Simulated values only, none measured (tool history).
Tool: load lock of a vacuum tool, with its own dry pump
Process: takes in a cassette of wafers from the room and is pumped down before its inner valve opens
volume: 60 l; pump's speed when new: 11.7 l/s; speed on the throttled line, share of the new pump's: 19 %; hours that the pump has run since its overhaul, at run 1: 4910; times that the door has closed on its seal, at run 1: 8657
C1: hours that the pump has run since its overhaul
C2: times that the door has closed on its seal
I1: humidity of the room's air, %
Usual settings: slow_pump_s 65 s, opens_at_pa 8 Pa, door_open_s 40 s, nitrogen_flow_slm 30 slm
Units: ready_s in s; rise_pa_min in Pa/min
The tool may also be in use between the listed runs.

{"run": 1, "day": 0.0, "slow_pump_s": 65, "opens_at_pa": 8, "door_open_s": 40, "nitrogen_flow_slm": 30, "C1": 4910, "C2": 8657, "I1": 46.9, "ready_s": 103.9, "rise_pa_min": 0.078}
{"run": 2, "day": 4.562, "slow_pump_s": 65, "opens_at_pa": 8, "door_open_s": 40, "nitrogen_flow_slm": 30, "C1": 5020, "C2": 9006, "I1": 44.4, "ready_s": 104.2, "rise_pa_min": 0.084}
{"run": 3, "day": 8.717, "slow_pump_s": 65, "opens_at_pa": 8, "door_open_s": 40, "nitrogen_flow_slm": 10, "C1": 5120, "C2": 9324, "I1": 44.3, "ready_s": 104.2, "rise_pa_min": 0.099}
{"run": 4, "day": 12.767, "slow_pump_s": 65, "opens_at_pa": 8, "door_open_s": 40, "nitrogen_flow_slm": 10, "C1": 5217, "C2": 9634, "I1": 48.8, "ready_s": 103.5, "rise_pa_min": 0.107}
{"run": 5, "day": 18.671, "slow_pump_s": 65, "opens_at_pa": 8, "door_open_s": 40, "nitrogen_flow_slm": 10, "C1": 5359, "C2": 10086, "I1": 44.1, "ready_s": 104.3, "rise_pa_min": 0.1}
{"run": 6, "day": 23.467, "slow_pump_s": 65, "opens_at_pa": 9, "door_open_s": 40, "nitrogen_flow_slm": 10, "C1": 5474, "C2": 10454, "I1": 46.7, "ready_s": 103.2, "rise_pa_min": 0.108}
{"run": 7, "day": 26.046, "slow_pump_s": 65, "opens_at_pa": 8, "door_open_s": 40, "nitrogen_flow_slm": 30, "C1": 5536, "C2": 10651, "I1": 42.1, "ready_s": 104, "rise_pa_min": 0.095}
{"run": 8, "day": 28.662, "slow_pump_s": 65, "opens_at_pa": 8, "door_open_s": 40, "nitrogen_flow_slm": 30, "C1": 5598, "C2": 10851, "I1": 43.8, "ready_s": 104.1, "rise_pa_min": 0.098}
{"run": 9, "day": 33.771, "slow_pump_s": 65, "opens_at_pa": 8, "door_open_s": 33, "nitrogen_flow_slm": 30, "C1": 5721, "C2": 11242, "I1": 42.2, "ready_s": 104.5, "rise_pa_min": 0.101}
{"run": 10, "day": 36.321, "slow_pump_s": 65, "opens_at_pa": 8, "door_open_s": 33, "nitrogen_flow_slm": 30, "C1": 5782, "C2": 11438, "I1": 45.8, "ready_s": 104.7, "rise_pa_min": 0.101}
{"run": 11, "day": 40.583, "slow_pump_s": 65, "opens_at_pa": 8, "door_open_s": 73, "nitrogen_flow_slm": 30, "C1": 5884, "C2": 11764, "I1": 45.3, "ready_s": 104, "rise_pa_min": 0.116}
{"run": 12, "day": 43.604, "slow_pump_s": 65, "opens_at_pa": 8, "door_open_s": 40, "nitrogen_flow_slm": 30, "C1": 5957, "C2": 11995, "I1": 48.3, "ready_s": 104.2, "rise_pa_min": 0.112}
{"run": 13, "day": 47.438, "slow_pump_s": 65, "opens_at_pa": 8, "door_open_s": 40, "nitrogen_flow_slm": 30, "C1": 6049, "C2": 12289, "I1": 47.5, "ready_s": 104.6, "rise_pa_min": 0.115}
{"run": 14, "day": 52.254, "slow_pump_s": 65, "opens_at_pa": 8, "door_open_s": 40, "nitrogen_flow_slm": 30, "C1": 6165, "C2": 12657, "I1": 42, "ready_s": 104.4, "rise_pa_min": 0.114}
{"run": 15, "day": 56.946, "slow_pump_s": 65, "opens_at_pa": 8, "door_open_s": 40, "nitrogen_flow_slm": 30, "C1": 6277, "C2": 13017, "I1": 45, "ready_s": 104.3, "rise_pa_min": 0.121}
{"run": 16, "day": 62.358, "slow_pump_s": 65, "opens_at_pa": 8, "door_open_s": 40, "nitrogen_flow_slm": 30, "C1": 6407, "C2": 13431, "I1": 43.4, "ready_s": 104.6, "rise_pa_min": 0.128}
{"run": 17, "day": 64.996, "slow_pump_s": 64, "opens_at_pa": 9, "door_open_s": 51, "nitrogen_flow_slm": 8, "C1": 6470, "C2": 13633, "I1": 44, "ready_s": 103, "rise_pa_min": 0.152}
{"run": 18, "day": 71.138, "slow_pump_s": 65, "opens_at_pa": 6, "door_open_s": 40, "nitrogen_flow_slm": 9, "C1": 6618, "C2": 14103, "I1": 47.5, "ready_s": 106.8, "rise_pa_min": 0.143}
{"run": 19, "day": 75.704, "slow_pump_s": 127, "opens_at_pa": 6, "door_open_s": 53, "nitrogen_flow_slm": 9, "C1": 6727, "C2": 14453, "I1": 48, "ready_s": 156, "rise_pa_min": 0.161}
{"run": 20, "day": 79.1, "slow_pump_s": 127, "opens_at_pa": 6, "door_open_s": 53, "nitrogen_flow_slm": 9, "C1": 6809, "C2": 14713, "I1": 44.8, "ready_s": 155.5, "rise_pa_min": 0.16}
{"run": 21, "day": 83.871, "slow_pump_s": 54, "opens_at_pa": 9, "door_open_s": 27, "nitrogen_flow_slm": 9, "C1": 6923, "C2": 15078, "I1": 43.4, "ready_s": 95.4, "rise_pa_min": 0.153}
{"run": 22, "day": 87.167, "slow_pump_s": 54, "opens_at_pa": 9, "door_open_s": 27, "nitrogen_flow_slm": 9, "C1": 7003, "C2": 15331, "I1": 46.2, "ready_s": 95.7, "rise_pa_min": 0.16}
{"run": 23, "day": 91.971, "slow_pump_s": 65, "opens_at_pa": 15, "door_open_s": 40, "nitrogen_flow_slm": 9, "C1": 7118, "C2": 15698, "I1": 43, "ready_s": 101.3, "rise_pa_min": 0.166}
{"run": 24, "day": 96.425, "slow_pump_s": 65, "opens_at_pa": 9, "door_open_s": 86, "nitrogen_flow_slm": 15, "C1": 7225, "C2": 16039, "I1": 46.6, "ready_s": 104.4, "rise_pa_min": 0.179}
{"run": 25, "day": 99.912, "slow_pump_s": 117, "opens_at_pa": 8, "door_open_s": 86, "nitrogen_flow_slm": 12, "C1": 7308, "C2": 16306, "I1": 43.3, "ready_s": 146.7, "rise_pa_min": 0.192}
{"run": 26, "day": 104.454, "slow_pump_s": 128, "opens_at_pa": 13, "door_open_s": 40, "nitrogen_flow_slm": 30, "C1": 7417, "C2": 16654, "I1": 46.1, "ready_s": 151.7, "rise_pa_min": 0.166}
{"run": 27, "day": 108.1, "slow_pump_s": 65, "opens_at_pa": 8, "door_open_s": 216, "nitrogen_flow_slm": 30, "C1": 7505, "C2": 16933, "I1": 47.4, "ready_s": 105.8, "rise_pa_min": 0.199}
{"run": 28, "day": 113.604, "slow_pump_s": 65, "opens_at_pa": 8, "door_open_s": 72, "nitrogen_flow_slm": 13, "C1": 7637, "C2": 17354, "I1": 42.7, "ready_s": 105, "rise_pa_min": 0.189}
{"run": 29, "day": 119.792, "slow_pump_s": 74, "opens_at_pa": 8, "door_open_s": 40, "nitrogen_flow_slm": 32, "C1": 7786, "C2": 17828, "I1": 44.3, "ready_s": 113, "rise_pa_min": 0.181}

4 ways to go on from here, each from the tool as it stands after run 29. What would each give?
{"run": "A", "day": 123.058, "slow_pump_s": 112, "opens_at_pa": 9, "door_open_s": 40, "nitrogen_flow_slm": 30, "C1": 7864, "C2": 18078, "I1": 39, "ready_s": "?", "rise_pa_min": "?"}
{"run": "B", "day": 123.058, "slow_pump_s": 62, "opens_at_pa": 9, "door_open_s": 29, "nitrogen_flow_slm": 32, "C1": 7864, "C2": 18078, "I1": 45, "ready_s": "?", "rise_pa_min": "?"}
{"run": "C", "day": 123.058, "slow_pump_s": 74, "opens_at_pa": 8, "door_open_s": 114, "nitrogen_flow_slm": 32, "C1": 7864, "C2": 18078, "I1": 41.7, "ready_s": "?", "rise_pa_min": "?"}
{"run": "D", "day": 123.058, "slow_pump_s": 49, "opens_at_pa": 8, "door_open_s": 40, "nitrogen_flow_slm": 6, "C1": 7864, "C2": 18078, "I1": 40.9, "ready_s": "?", "rise_pa_min": "?"}

run=A ready_s=140.9 rise_pa_min=0.182
run=B ready_s=102.8 rise_pa_min=0.183
run=C ready_s=112.4 rise_pa_min=0.196
run=D ready_s=93 rise_pa_min=0.2
Without the tool's hidden state the same runs would have given:
run=A ready_s=137.7 rise_pa_min=0.019
run=B ready_s=98.4 rise_pa_min=0.021
run=C ready_s=108.2 rise_pa_min=0.032
run=D ready_s=88.4 rise_pa_min=0.038
